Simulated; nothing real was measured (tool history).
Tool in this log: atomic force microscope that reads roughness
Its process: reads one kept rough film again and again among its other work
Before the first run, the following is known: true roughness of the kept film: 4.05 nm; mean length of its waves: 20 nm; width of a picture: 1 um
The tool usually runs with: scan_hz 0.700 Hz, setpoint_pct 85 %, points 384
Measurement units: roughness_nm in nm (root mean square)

run 1 hour=0.0 | scan_hz=0.700 setpoint_pct=85 points=384 | roughness_nm=2.261
run 2 hour=16.6 | scan_hz=0.700 setpoint_pct=85 points=384 | roughness_nm=2.114
-- hour=34.0 new tip fitted
run 3 hour=39.9 | scan_hz=0.700 setpoint_pct=85 points=384 | roughness_nm=2.897
run 4 hour=50.6 | scan_hz=2.004 setpoint_pct=85 points=384 | roughness_nm=2.554
run 5 hour=66.8 | scan_hz=0.700 setpoint_pct=85 points=384 | roughness_nm=2.550
run 6 hour=87.2 | scan_hz=0.700 setpoint_pct=85 points=384 | roughness_nm=2.298
run 7 hour=108.1 | scan_hz=0.700 setpoint_pct=85 points=384 | roughness_nm=2.101
-- hour=110.8 new tip fitted
run 8 hour=121.8 | scan_hz=0.611 setpoint_pct=85 points=384 | roughness_nm=2.843
run 9 hour=132.1 | scan_hz=0.611 setpoint_pct=85 points=384 | roughness_nm=2.683
run 10 hour=149.0 | scan_hz=0.700 setpoint_pct=85 points=384 | roughness_nm=2.452
run 11 hour=171.3 | scan_hz=0.700 setpoint_pct=85 points=384 | roughness_nm=2.202
-- hour=174.2 height scale calibrated on a step standard
run 12 hour=185.2 | scan_hz=0.700 setpoint_pct=85 points=384 | roughness_nm=2.071
-- hour=187.9 new tip fitted
run 13 hour=201.7 | scan_hz=0.700 setpoint_pct=85 points=384 | roughness_nm=2.717
run 14 hour=225.4 | scan_hz=0.700 setpoint_pct=85 points=384 | roughness_nm=2.443
run 15 hour=236.5 | scan_hz=0.700 setpoint_pct=85 points=384 | roughness_nm=2.309
run 16 hour=253.5 | scan_hz=0.700 setpoint_pct=85 points=384 | roughness_nm=2.145
-- hour=263.6 new tip fitted
run 17 hour=271.9 | scan_hz=0.700 setpoint_pct=85 points=384 | roughness_nm=2.873
-- hour=287.0 height scale calibrated on a step standard, once more
run 18 hour=292.2 | scan_hz=0.700 setpoint_pct=85 points=384 | roughness_nm=2.553
run 19 hour=303.2 | scan_hz=0.556 setpoint_pct=57 points=508 | roughness_nm=2.523
run 20 hour=326.4 | scan_hz=0.700 setpoint_pct=69 points=793 | roughness_nm=2.200
-- hour=340.1 new tip fitted
run 21 hour=346.9 | scan_hz=0.700 setpoint_pct=82 points=653 | roughness_nm=2.882
run 22 hour=371.2 | scan_hz=2.416 setpoint_pct=80 points=548 | roughness_nm=2.367
run 23 hour=392.6 | scan_hz=2.416 setpoint_pct=80 points=548 | roughness_nm=2.119
-- hour=415.3 new tip fitted
run 24 hour=415.9 | scan_hz=2.416 setpoint_pct=80 points=548 | roughness_nm=2.751
run 25 hour=435.2 | scan_hz=0.922 setpoint_pct=69 points=384 | roughness_nm=2.632

The same runs without the tool's hidden state, with the same run-to-run variation:
Hidden state present: radius of the tip, nm; height scale over the true one, %; drift of the gauge itself on roughness_nm, %.
run=1 roughness_nm=2.990
run=2 roughness_nm=2.987
run=3 roughness_nm=3.008
run=4 roughness_nm=2.794
run=5 roughness_nm=3.027
run=6 roughness_nm=3.004
run=7 roughness_nm=2.988
run=8 roughness_nm=3.017
run=9 roughness_nm=3.008
run=10 roughness_nm=3.017
run=11 roughness_nm=2.997
run=12 roughness_nm=2.982
run=13 roughness_nm=2.997
run=14 roughness_nm=3.007
run=15 roughness_nm=2.998
run=16 roughness_nm=3.011
run=17 roughness_nm=3.017
run=18 roughness_nm=2.989
run=19 roughness_nm=3.132
run=20 roughness_nm=3.071
run=21 roughness_nm=3.020
run=22 roughness_nm=2.843
run=23 roughness_nm=2.826
run=24 roughness_nm=2.824
run=25 roughness_nm=3.033

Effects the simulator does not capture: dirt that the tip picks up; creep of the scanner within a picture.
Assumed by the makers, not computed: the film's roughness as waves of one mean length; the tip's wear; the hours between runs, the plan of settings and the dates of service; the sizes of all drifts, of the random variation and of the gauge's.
